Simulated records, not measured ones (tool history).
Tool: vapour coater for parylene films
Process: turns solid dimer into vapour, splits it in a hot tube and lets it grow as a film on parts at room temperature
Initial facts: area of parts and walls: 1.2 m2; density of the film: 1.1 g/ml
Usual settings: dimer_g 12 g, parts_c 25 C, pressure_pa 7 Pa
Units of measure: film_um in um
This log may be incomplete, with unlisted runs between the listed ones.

| run | hour | dimer_g | parts_c | pressure_pa | film_um |
|---|---|---|---|---|---|
| 1 | 0 | 12 | 25 | 7 | 6.85 |
| 2 | 68 | 12 | 25 | 7 | 6.82 |
| 3 | 133.6 | 12 | 25 | 10.1 | 6.72 |
| 4 | 187.4 | 12 | 25 | 10.1 | 6.73 |
| 5 | 254.9 | 12 | 25 | 2.8 | 7.3 |
|  | 295.7 | trap's valve overhauled |
| 6 | 298 | 12 | 25 | 2.8 | 7.26 |
| 7 | 330 | 12 | 25 | 7 | 6.9 |
| 8 | 391.1 | 6 | 25 | 7 | 3.49 |
| 9 | 427 | 12 | 25 | 2.31 | 7.27 |
| 10 | 480.6 | 12 | 25 | 2.31 | 7.34 |
| 11 | 514.4 | 12 | 25 | 2.31 | 7.35 |
| 12 | 548.7 | 12 | 25 | 2.31 | 7.33 |
| 13 | 580.1 | 12 | 25 | 7 | 6.89 |
| 14 | 644.5 | 12 | 25 | 7 | 6.93 |
| 15 | 711.2 | 12 | 25 | 7 | 6.95 |
| 16 | 765.4 | 12 | 25 | 7 | 6.93 |
| 17 | 809.1 | 5 | 25 | 7 | 2.85 |
|  | 858.8 | trap's valve overhauled |
| 18 | 878.8 | 12 | 25 | 7 | 6.93 |
| 19 | 912.7 | 12 | 25 | 7 | 6.94 |
| 20 | 948 | 12 | 25 | 7 | 7.05 |
| 21 | 984.9 | 12 | 18 | 7 | 8.03 |
| 22 | 1028.5 | 11 | 18 | 7 | 7.27 |
| 23 | 1071.9 | 12 | 25 | 7 | 6.99 |
| 24 | 1115.1 | 12 | 25 | 7 | 6.97 |
| 25 | 1183 | 7 | 32 | 7 | 3.56 |
| 26 | 1238.5 | 12 | 25 | 7 | 6.95 |
| 27 | 1269.8 | 12 | 21 | 7 | 7.6 |
| 28 | 1312 | 7 | 20 | 7 | 4.52 |
| 29 | 1365.8 | 7 | 20 | 7 | 4.5 |
| 30 | 1399.9 | 21 | 25 | 5.64 | 12.26 |
|  | 1421.3 | trap's valve overhauled |
| 31 | 1466.1 | 8 | 25 | 2.46 | 4.97 |
| 32 | 1503.8 | 8 | 25 | 7 | 4.71 |
| 33 | 1537.7 | 9 | 25 | 3.31 | 5.45 |
| 34 | 1588 | 7 | 29 | 3.66 | 3.93 |
| 35 | 1616.2 | 6 | 18 | 7 | 4.05 |
| 36 | 1680.9 | 7 | 25 | 4.79 | 4.16 |
|  | 1689.4 | gauge calibrated |
| 37 | 1709.1 | 12 | 32 | 2.19 | 6.35 |
|  | 1724.9 | table's thermometer calibrated |
| 38 | 1758.9 | 13 | 29 | 2.68 | 7.27 |
| 39 | 1809.4 | 13 | 29 | 2.68 | 7.24 |
| 40 | 1845 | 13 | 29 | 2.68 | 7.23 |
| 41 | 1881 | 6 | 29 | 2.13 | 3.36 |
| 42 | 1940.3 | 12 | 25 | 3.21 | 7.22 |
|  | 1984.7 | trap's valve overhauled |
| 43 | 1992.1 | 12 | 25 | 3.21 | 7.14 |
| 44 | 2044.7 | 6 | 25 | 8.2 | 3.39 |
| 45 | 2073.2 | 8 | 25 | 7 | 4.67 |
| 46 | 2118.9 | 9 | 19 | 9.83 | 5.72 |

5 options for the next run, each taken on its own from the tool as it stands now. Forecast them:
| A | 2181.8 | 6 | 28 | 4.78 | ? |
| B | 2181.8 | 8 | 30 | 5.43 | ? |
| C | 2181.8 | 22 | 30 | 7.47 | ? |
| D | 2181.8 | 6 | 18 | 3.29 | ? |
| E | 2181.8 | 6 | 19 | 9.83 | ? |

| run | film_um |
|---|---|
| A | 3.31 |
| B | 4.27 |
| C | 11.36 |
| D | 4.09 |
| E | 3.79 |
With no hidden state in the tool, these same runs would have given:
| run | film_um |
|---|---|
| A | 3.29 |
| B | 4.24 |
| C | 11.3 |
| D | 4.06 |
| E | 3.77 |

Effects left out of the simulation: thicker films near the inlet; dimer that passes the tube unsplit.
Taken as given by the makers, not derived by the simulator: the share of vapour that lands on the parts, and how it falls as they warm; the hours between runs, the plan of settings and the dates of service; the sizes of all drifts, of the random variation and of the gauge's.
